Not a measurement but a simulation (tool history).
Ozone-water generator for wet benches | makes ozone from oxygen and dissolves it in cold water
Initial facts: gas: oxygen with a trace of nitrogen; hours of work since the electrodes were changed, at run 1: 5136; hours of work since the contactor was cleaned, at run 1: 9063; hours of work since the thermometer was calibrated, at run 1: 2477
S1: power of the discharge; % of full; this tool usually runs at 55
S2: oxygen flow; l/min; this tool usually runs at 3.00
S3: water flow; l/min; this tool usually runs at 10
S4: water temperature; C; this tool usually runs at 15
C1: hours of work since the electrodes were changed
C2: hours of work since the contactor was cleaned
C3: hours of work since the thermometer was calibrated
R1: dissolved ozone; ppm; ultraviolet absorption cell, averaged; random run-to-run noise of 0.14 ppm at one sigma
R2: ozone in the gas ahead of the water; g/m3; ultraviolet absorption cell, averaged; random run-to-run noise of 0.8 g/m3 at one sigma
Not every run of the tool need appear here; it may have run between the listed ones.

{"run": 1, "day": 0.0, "S1": 55, "S2": 3.0, "S3": 10, "S4": 15, "C1": 5136, "C2": 9063, "C3": 2477, "R1": 14.7, "R2": 111.9}
{"run": 2, "day": 7.133, "S1": 55, "S2": 3.0, "S3": 10, "S4": 15, "C1": 5278, "C2": 9205, "C3": 2619, "R1": 15.0, "R2": 111.2}
{"run": 3, "day": 13.225, "S1": 55, "S2": 3.0, "S3": 10, "S4": 15, "C1": 5399, "C2": 9326, "C3": 2740, "R1": 14.8, "R2": 111.0}
{"day": 16.667, "done": "water thermometer calibrated"}
{"run": 4, "day": 17.992, "S1": 55, "S2": 3.0, "S3": 10, "S4": 15, "C1": 5493, "C2": 9420, "C3": 26, "R1": 15.0, "R2": 111.0}
{"run": 5, "day": 22.617, "S1": 55, "S2": 3.0, "S3": 10, "S4": 15, "C1": 5585, "C2": 9512, "C3": 118, "R1": 14.7, "R2": 110.0}
{"run": 6, "day": 26.283, "S1": 55, "S2": 3.0, "S3": 10, "S4": 15, "C1": 5658, "C2": 9585, "C3": 191, "R1": 14.6, "R2": 109.5}
{"run": 7, "day": 31.667, "S1": 55, "S2": 3.0, "S3": 10, "S4": 15, "C1": 5765, "C2": 9692, "C3": 298, "R1": 14.6, "R2": 110.1}
{"run": 8, "day": 38.592, "S1": 55, "S2": 3.0, "S3": 10, "S4": 15, "C1": 5902, "C2": 9829, "C3": 435, "R1": 14.6, "R2": 109.0}
{"run": 9, "day": 44.35, "S1": 55, "S2": 3.0, "S3": 7, "S4": 15, "C1": 6017, "C2": 9944, "C3": 550, "R1": 18.3, "R2": 108.3}
{"run": 10, "day": 48.392, "S1": 55, "S2": 3.0, "S3": 7, "S4": 15, "C1": 6097, "C2": 10024, "C3": 630, "R1": 18.1, "R2": 110.3}
{"run": 11, "day": 52.558, "S1": 76, "S2": 3.0, "S3": 10, "S4": 15, "C1": 6180, "C2": 10107, "C3": 713, "R1": 18.6, "R2": 142.2}
{"run": 12, "day": 58.933, "S1": 76, "S2": 3.0, "S3": 10, "S4": 15, "C1": 6306, "C2": 10233, "C3": 840, "R1": 18.6, "R2": 140.8}
{"run": 13, "day": 62.217, "S1": 40, "S2": 3.0, "S3": 10, "S4": 15, "C1": 6372, "C2": 10299, "C3": 905, "R1": 11.0, "R2": 84.4}
{"run": 14, "day": 67.421, "S1": 40, "S2": 3.0, "S3": 10, "S4": 15, "C1": 6475, "C2": 10402, "C3": 1008, "R1": 11.0, "R2": 83.8}
{"run": 15, "day": 73.846, "S1": 55, "S2": 3.0, "S3": 10, "S4": 15, "C1": 6603, "C2": 10530, "C3": 1136, "R1": 14.3, "R2": 107.4}
{"run": 16, "day": 77.5, "S1": 55, "S2": 4.65, "S3": 10, "S4": 15, "C1": 6675, "C2": 10602, "C3": 1208, "R1": 14.6, "R2": 89.1}
{"day": 78.625, "done": "contactor cleaned"}
{"run": 17, "day": 81.65, "S1": 55, "S2": 3.0, "S3": 10, "S4": 15, "C1": 6754, "C2": 60, "C3": 1287, "R1": 14.8, "R2": 107.8}
{"run": 18, "day": 84.954, "S1": 55, "S2": 3.0, "S3": 10, "S4": 15, "C1": 6820, "C2": 126, "C3": 1353, "R1": 14.6, "R2": 107.0}
{"run": 19, "day": 88.075, "S1": 55, "S2": 3.0, "S3": 10, "S4": 15, "C1": 6882, "C2": 188, "C3": 1415, "R1": 14.6, "R2": 106.9}
{"run": 20, "day": 95.112, "S1": 55, "S2": 3.0, "S3": 11, "S4": 21, "C1": 7022, "C2": 327, "C3": 1555, "R1": 12.3, "R2": 107.2}
{"run": 21, "day": 99.704, "S1": 55, "S2": 3.0, "S3": 11, "S4": 21, "C1": 7113, "C2": 419, "C3": 1646, "R1": 12.2, "R2": 104.7}
{"run": 22, "day": 107.012, "S1": 98, "S2": 3.0, "S3": 11, "S4": 8, "C1": 7258, "C2": 564, "C3": 1791, "R1": 23.2, "R2": 166.5}
{"run": 23, "day": 114.108, "S1": 98, "S2": 3.0, "S3": 11, "S4": 8, "C1": 7399, "C2": 705, "C3": 1932, "R1": 22.9, "R2": 165.3}
{"run": 24, "day": 120.488, "S1": 53, "S2": 3.0, "S3": 11, "S4": 8, "C1": 7526, "C2": 831, "C3": 2059, "R1": 14.2, "R2": 103.7}
{"run": 25, "day": 123.504, "S1": 74, "S2": 3.0, "S3": 9, "S4": 14, "C1": 7586, "C2": 891, "C3": 2119, "R1": 19.2, "R2": 132.7}
{"run": 26, "day": 128.442, "S1": 74, "S2": 3.0, "S3": 9, "S4": 14, "C1": 7684, "C2": 989, "C3": 2217, "R1": 19.3, "R2": 130.9}
{"run": 27, "day": 131.475, "S1": 74, "S2": 3.0, "S3": 9, "S4": 14, "C1": 7744, "C2": 1050, "C3": 2277, "R1": 19.2, "R2": 131.8}
{"run": 28, "day": 135.196, "S1": 74, "S2": 3.0, "S3": 9, "S4": 14, "C1": 7818, "C2": 1124, "C3": 2351, "R1": 19.6, "R2": 132.0}
{"run": 29, "day": 142.508, "S1": 55, "S2": 3.0, "S3": 12, "S4": 11, "C1": 7963, "C2": 1269, "C3": 2496, "R1": 13.0, "R2": 104.6}
{"run": 30, "day": 149.771, "S1": 40, "S2": 1.71, "S3": 10, "S4": 15, "C1": 8107, "C2": 1413, "C3": 2640, "R1": 10.3, "R2": 104.5}
{"run": 31, "day": 154.508, "S1": 55, "S2": 3.26, "S3": 7, "S4": 15, "C1": 8201, "C2": 1507, "C3": 2734, "R1": 17.5, "R2": 100.1}
{"day": 158.525, "done": "water thermometer calibrated"}
{"run": 32, "day": 158.921, "S1": 55, "S2": 2.5, "S3": 10, "S4": 21, "C1": 8289, "C2": 1594, "C3": 8, "R1": 12.5, "R2": 111.4}

Some steps in R1, run to run, broken into two amounts with sign: the step expected even without the hidden condition (settings, incoming material, random variation), and the rest, left for the hidden condition together with whatever gauge scatter is not in both the measured and the hidden-condition-free result:
Hidden conditions of the tool in this case: yield of the discharge, % of new electrodes'; contactor's efficiency, % of a clean one's; true water temperature over the reading, C; drift of the gauge itself on ozone_ppm, %; drift of the gauge itself on gas_g_m3, %.
Run 12 -> 13: S1 76 -> 40. R1 -7.6 ppm: hidden state +2.9, all else -10.5.
Run 21 -> 22: S1 55 -> 98, S4 21 -> 8. R1 +11.0 ppm: hidden state -4.7, all else +15.7.
Run 23 -> 24: S1 98 -> 53. R1 -8.7 ppm: hidden state +4.5, all else -13.2.
